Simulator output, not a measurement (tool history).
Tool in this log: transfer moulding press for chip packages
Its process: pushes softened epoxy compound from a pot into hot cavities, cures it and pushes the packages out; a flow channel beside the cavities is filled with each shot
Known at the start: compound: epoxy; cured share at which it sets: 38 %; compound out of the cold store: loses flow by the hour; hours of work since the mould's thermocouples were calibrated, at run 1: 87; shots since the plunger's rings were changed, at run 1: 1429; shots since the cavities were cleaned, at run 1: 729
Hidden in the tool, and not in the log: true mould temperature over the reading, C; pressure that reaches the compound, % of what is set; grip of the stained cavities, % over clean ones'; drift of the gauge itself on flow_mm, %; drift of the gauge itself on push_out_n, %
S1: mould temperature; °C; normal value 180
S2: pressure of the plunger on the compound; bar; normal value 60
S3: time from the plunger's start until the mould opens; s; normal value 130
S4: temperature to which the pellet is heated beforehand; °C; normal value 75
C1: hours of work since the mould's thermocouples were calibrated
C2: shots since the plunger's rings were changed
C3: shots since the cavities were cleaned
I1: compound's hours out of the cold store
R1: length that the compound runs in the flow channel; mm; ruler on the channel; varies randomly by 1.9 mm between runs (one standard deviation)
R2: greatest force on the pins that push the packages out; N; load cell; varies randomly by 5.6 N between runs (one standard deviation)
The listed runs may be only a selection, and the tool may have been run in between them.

Run 1, day 0: usual settings; C1 87; C2 1429; C3 729; I1 9.9. Result: R1 829 mm, R2 200 N.
At day 1.071: cavities cleaned with cleaning compound and waxed.
Run 2, day 3.129: usual settings but S4 69 °C; C1 145; C2 2222; C3 532; I1 38.1. Result: R1 781 mm, R2 198 N.
At day 4.871: cavities cleaned with cleaning compound and waxed.
At day 5.179: plunger's sealing rings changed.
Run 3, day 5.412: usual settings; C1 185; C2 60; C3 113; I1 33.4. Result: R1 789 mm, R2 202 N.
Run 4, day 8.242: usual settings; C1 239; C2 792; C3 845; I1 35.7. Result: R1 786 mm, R2 191 N.
At day 8.858: cavities cleaned with cleaning compound and waxed.
Run 5, day 11.408: usual settings but S4 82 °C; C1 298; C2 1596; C3 659; I1 36. Result: R1 782 mm, R2 182 N.
At day 12.588: cavities cleaned with cleaning compound and waxed.
Run 6, day 14.521: usual settings but S4 82 °C; C1 356; C2 2385; C3 499; I1 22.5. Result: R1 806 mm, R2 213 N.
At day 15.754: plunger's sealing rings changed.
At day 16.429: cavities cleaned with cleaning compound and waxed.
Run 7, day 17.817: usual settings but S3 166 s; C1 415; C2 518; C3 360; I1 42.8. Result: R1 769 mm, R2 161 N.
At day 20.242: cavities cleaned with cleaning compound and waxed.
Run 8, day 20.438: usual settings but S3 166 s; C1 463; C2 1180; C3 51; I1 30. Result: R1 794 mm, R2 181 N.
Run 9, day 22.892: usual settings but S3 166 s; C1 510; C2 1815; C3 686; I1 36. Result: R1 782 mm, R2 176 N.
At day 23.233: mould's thermocouples calibrated.
At day 24.15: cavities cleaned with cleaning compound and waxed.
Run 10, day 26: usual settings but S3 166 s; C1 51; C2 2582; C3 478; I1 38.4. Result: R1 783 mm, R2 176 N.
At day 26.654: plunger's sealing rings changed.
At day 28.175: cavities cleaned with cleaning compound and waxed.
Run 11, day 29.238: usual settings but S2 53.1 bar; C1 109; C2 653; C3 275; I1 36.8. Result: R1 735 mm, R2 192 N.
At day 31.996: cavities cleaned with cleaning compound and waxed.
Run 12, day 32.883: usual settings but S4 82 °C; C1 177; C2 1581; C3 231; I1 27.4. Result: R1 798 mm, R2 200 N.
At day 35.904: cavities cleaned with cleaning compound and waxed.
Run 13, day 35.904: usual settings but S4 82 °C; C1 233; C2 2346; C3 0; I1 36.1. Result: R1 785 mm, R2 192 N.
At day 37.254: plunger's sealing rings changed.
Run 14, day 37.667: usual settings but S2 73.8 bar, S4 79 °C; C1 264; C2 107; C3 429; I1 23. Result: R1 896 mm, R2 196 N.
At day 39.775: cavities cleaned with cleaning compound and waxed.
Run 15, day 40.2: usual settings but S3 120 s, S4 71 °C; C1 311; C2 747; C3 110; I1 40.3. Result: R1 776 mm, R2 213 N.
Run 16, day 43.25: usual settings but S3 120 s, S4 71 °C; C1 369; C2 1536; C3 899; I1 43. Result: R1 775 mm, R2 217 N.
At day 43.596: cavities cleaned with cleaning compound and waxed.
Run 17, day 45.262: usual settings but S3 123 s, S4 82 °C; C1 406; C2 2041; C3 431; I1 39.7. Result: R1 778 mm, R2 209 N.
At day 47.554: cavities cleaned with cleaning compound and waxed.
At day 48.125: plunger's sealing rings changed.
Run 18, day 49.138: usual settings but S1 175 °C, S2 54.9 bar, S4 67 °C; C1 476; C2 262; C3 382; I1 38.8. Result: R1 759 mm, R2 249 N.
At day 51.2: mould's thermocouples calibrated.
At day 51.6: cavities cleaned with cleaning compound and waxed.
Run 19, day 52.533: usual settings but S3 121 s, S4 69 °C; C1 24; C2 1103; C3 241; I1 26.6. Result: R1 802 mm, R2 216 N.
Run 20, day 54.312: usual settings but S1 188 °C, S4 65 °C; C1 58; C2 1564; C3 702; I1 17.5. Result: R1 795 mm, R2 179 N.
At day 55.504: cavities cleaned with cleaning compound and waxed.
Run 21, day 57.283: usual settings but S1 188 °C, S4 65 °C; C1 113; C2 2317; C3 461; I1 24.3. Result: R1 781 mm, R2 175 N.
At day 58.971: plunger's sealing rings changed.
At day 59.329: cavities cleaned with cleaning compound and waxed.
Run 22, day 60.571: usual settings but S1 183 °C, S3 159 s; C1 172; C2 398; C3 322; I1 9.4. Result: R1 821 mm, R2 164 N.
At day 63.021: cavities cleaned with cleaning compound and waxed.
Run 23, day 64.217: usual settings but S1 188 °C, S2 53.9 bar, S4 69 °C; C1 240; C2 1325; C3 310; I1 20.1. Result: R1 748 mm, R2 178 N.
At day 66.908: cavities cleaned with cleaning compound and waxed.
Run 24, day 67.192: usual settings but S3 162 s; C1 295; C2 2079; C3 73; I1 39.9. Result: R1 777 mm, R2 166 N.
Run 25, day 69.338: usual settings but S3 126 s, S4 73 °C; C1 335; C2 2634; C3 628; I1 31.1. Result: R1 791 mm, R2 202 N.

Alternative continuations, all from the tool just after run 25; predict every row:
At day 69.762: plunger's sealing rings changed.
At day 70.862: cavities cleaned with cleaning compound and waxed.
Run A, day 73.179: usual settings but S3 131 s, S4 79 °C; C1 405; C2 867; C3 599; I1 29.5. Result: R1 ?, R2 ?.
At day 69.762: plunger's sealing rings changed.
At day 70.862: cavities cleaned with cleaning compound and waxed.
Run B, day 73.179: usual settings but S1 182 °C, S3 112 s; C1 405; C2 867; C3 599; I1 43.6. Result: R1 ?, R2 ?.
At day 69.762: plunger's sealing rings changed.
At day 70.862: cavities cleaned with cleaning compound and waxed.
Run C, day 73.179: usual settings but S3 154 s, S4 85 °C; C1 405; C2 867; C3 599; I1 41.9. Result: R1 ?, R2 ?.
At day 69.762: plunger's sealing rings changed.
At day 70.862: cavities cleaned with cleaning compound and waxed.
Run D, day 73.179: usual settings but S1 175 °C, S2 61.6 bar, S3 114 s; C1 405; C2 867; C3 599; I1 17.3. Result: R1 ?, R2 ?.

run   R1   R2
  A  796  196
  B  767  227
  C  775  180
  D  844  317
With no hidden state in the tool, these same runs would have given:
run   R1   R2
  A  796  193
  B  768  223
  C  775  177
  D  845  312

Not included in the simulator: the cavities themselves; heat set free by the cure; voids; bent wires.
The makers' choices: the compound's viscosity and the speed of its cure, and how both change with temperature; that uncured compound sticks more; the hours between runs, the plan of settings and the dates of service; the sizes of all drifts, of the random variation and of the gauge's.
